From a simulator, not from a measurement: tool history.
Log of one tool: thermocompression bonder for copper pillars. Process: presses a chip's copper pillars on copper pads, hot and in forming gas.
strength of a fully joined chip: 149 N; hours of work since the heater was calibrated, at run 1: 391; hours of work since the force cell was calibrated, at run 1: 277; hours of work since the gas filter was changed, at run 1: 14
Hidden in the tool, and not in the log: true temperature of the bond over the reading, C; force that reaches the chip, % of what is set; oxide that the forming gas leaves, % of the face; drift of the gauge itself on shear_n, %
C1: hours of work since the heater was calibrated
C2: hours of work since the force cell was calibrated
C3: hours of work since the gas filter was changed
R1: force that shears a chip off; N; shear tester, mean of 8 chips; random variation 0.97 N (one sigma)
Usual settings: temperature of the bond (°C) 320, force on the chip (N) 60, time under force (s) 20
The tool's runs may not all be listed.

run 1 hour=0.0 | temperature_of_the_bond_(°C)=320 force_on_the_chip_(N)=60 time_under_force_(s)=20 | C1=391 C2=277 C3=14 | R1=87.8
run 2 hour=12.7 | temperature_of_the_bond_(°C)=320 force_on_the_chip_(N)=60 time_under_force_(s)=20 | C1=397 C2=283 C3=20 | R1=87.1
run 3 hour=31.7 | temperature_of_the_bond_(°C)=320 force_on_the_chip_(N)=60 time_under_force_(s)=20 | C1=406 C2=292 C3=29 | R1=83.8
run 4 hour=43.6 | temperature_of_the_bond_(°C)=320 force_on_the_chip_(N)=60 time_under_force_(s)=20 | C1=412 C2=298 C3=34 | R1=87.8
run 5 hour=55.6 | temperature_of_the_bond_(°C)=295 force_on_the_chip_(N)=60 time_under_force_(s)=20 | C1=417 C2=304 C3=40 | R1=67.7
run 6 hour=71.0 | temperature_of_the_bond_(°C)=320 force_on_the_chip_(N)=45 time_under_force_(s)=20 | C1=425 C2=311 C3=47 | R1=71.5
run 7 hour=81.4 | temperature_of_the_bond_(°C)=320 force_on_the_chip_(N)=45 time_under_force_(s)=20 | C1=430 C2=316 C3=52 | R1=67.6
run 8 hour=91.3 | temperature_of_the_bond_(°C)=320 force_on_the_chip_(N)=45 time_under_force_(s)=20 | C1=434 C2=321 C3=57 | R1=68.4
run 9 hour=102.4 | temperature_of_the_bond_(°C)=320 force_on_the_chip_(N)=60 time_under_force_(s)=19 | C1=440 C2=326 C3=62 | R1=82.6
run 10 hour=118.6 | temperature_of_the_bond_(°C)=320 force_on_the_chip_(N)=60 time_under_force_(s)=19 | C1=447 C2=334 C3=70 | R1=80.0
run 11 hour=130.5 | temperature_of_the_bond_(°C)=320 force_on_the_chip_(N)=60 time_under_force_(s)=19 | C1=453 C2=339 C3=75 | R1=80.5
run 12 hour=139.1 | temperature_of_the_bond_(°C)=320 force_on_the_chip_(N)=60 time_under_force_(s)=19 | C1=457 C2=343 C3=80 | R1=80.4
run 13 hour=157.5 | temperature_of_the_bond_(°C)=320 force_on_the_chip_(N)=60 time_under_force_(s)=19 | C1=466 C2=352 C3=88 | R1=77.8
run 14 hour=174.4 | temperature_of_the_bond_(°C)=320 force_on_the_chip_(N)=60 time_under_force_(s)=51 | C1=474 C2=360 C3=96 | R1=102.2
run 15 hour=184.7 | temperature_of_the_bond_(°C)=320 force_on_the_chip_(N)=60 time_under_force_(s)=51 | C1=479 C2=365 C3=101 | R1=102.1
run 16 hour=199.9 | temperature_of_the_bond_(°C)=320 force_on_the_chip_(N)=60 time_under_force_(s)=20 | C1=486 C2=372 C3=108 | R1=79.5
run 17 hour=215.7 | temperature_of_the_bond_(°C)=320 force_on_the_chip_(N)=60 time_under_force_(s)=20 | C1=493 C2=380 C3=116 | R1=79.5
-- hour=220.7 forming gas filter changed
run 18 hour=231.1 | temperature_of_the_bond_(°C)=320 force_on_the_chip_(N)=60 time_under_force_(s)=20 | C1=500 C2=387 C3=5 | R1=89.7
run 19 hour=246.6 | temperature_of_the_bond_(°C)=320 force_on_the_chip_(N)=60 time_under_force_(s)=20 | C1=508 C2=394 C3=12 | R1=89.9
run 20 hour=260.8 | temperature_of_the_bond_(°C)=320 force_on_the_chip_(N)=60 time_under_force_(s)=20 | C1=514 C2=401 C3=19 | R1=87.2
run 21 hour=270.2 | temperature_of_the_bond_(°C)=320 force_on_the_chip_(N)=60 time_under_force_(s)=15 | C1=519 C2=405 C3=23 | R1=80.9
run 22 hour=280.2 | temperature_of_the_bond_(°C)=320 force_on_the_chip_(N)=60 time_under_force_(s)=15 | C1=524 C2=410 C3=28 | R1=78.8
run 23 hour=293.4 | temperature_of_the_bond_(°C)=320 force_on_the_chip_(N)=58 time_under_force_(s)=13 | C1=530 C2=416 C3=34 | R1=74.1
run 24 hour=312.1 | temperature_of_the_bond_(°C)=320 force_on_the_chip_(N)=58 time_under_force_(s)=13 | C1=539 C2=425 C3=43 | R1=72.2
run 25 hour=332.0 | temperature_of_the_bond_(°C)=320 force_on_the_chip_(N)=58 time_under_force_(s)=13 | C1=548 C2=434 C3=53 | R1=71.4
run 26 hour=342.6 | temperature_of_the_bond_(°C)=320 force_on_the_chip_(N)=58 time_under_force_(s)=13 | C1=553 C2=439 C3=58 | R1=71.7
run 27 hour=359.4 | temperature_of_the_bond_(°C)=320 force_on_the_chip_(N)=61 time_under_force_(s)=10 | C1=561 C2=447 C3=66 | R1=67.4
run 28 hour=369.1 | temperature_of_the_bond_(°C)=320 force_on_the_chip_(N)=61 time_under_force_(s)=10 | C1=566 C2=452 C3=70 | R1=66.1
-- hour=383.4 heater calibrated with a thermocouple chip
run 29 hour=388.3 | temperature_of_the_bond_(°C)=336 force_on_the_chip_(N)=60 time_under_force_(s)=14 | C1=2 C2=460 C3=78 | R1=77.4
run 30 hour=407.1 | temperature_of_the_bond_(°C)=336 force_on_the_chip_(N)=60 time_under_force_(s)=14 | C1=11 C2=469 C3=87 | R1=77.4
run 31 hour=416.4 | temperature_of_the_bond_(°C)=336 force_on_the_chip_(N)=60 time_under_force_(s)=57 | C1=16 C2=473 C3=92 | R1=110.0
run 32 hour=434.6 | temperature_of_the_bond_(°C)=320 force_on_the_chip_(N)=60 time_under_force_(s)=29 | C1=24 C2=482 C3=100 | R1=86.2
run 33 hour=453.6 | temperature_of_the_bond_(°C)=320 force_on_the_chip_(N)=60 time_under_force_(s)=29 | C1=33 C2=491 C3=109 | R1=82.6
run 34 hour=465.0 | temperature_of_the_bond_(°C)=341 force_on_the_chip_(N)=44 time_under_force_(s)=14 | C1=39 C2=496 C3=115 | R1=62.4

How the hidden state differs across the entries between the runs, from the last listed run before each to the first after it:
Between runs 17 and 18: forming gas filter changed (hour 220.7)
  true temperature of the bond over the reading, C: 10.4 -> 10.6; oxide that the forming gas leaves, % of the face: 11.47 -> 1.04
  measured less the result without the state, R1: -4.2 -> +5.3 N
Between runs 28 and 29: heater calibrated with a thermocouple chip (hour 383.4)
  true temperature of the bond over the reading, C: 11.9 -> 1; oxide that the forming gas leaves, % of the face: 7.16 -> 7.94
  measured less the result without the state, R1: +1.1 -> -7.2 N
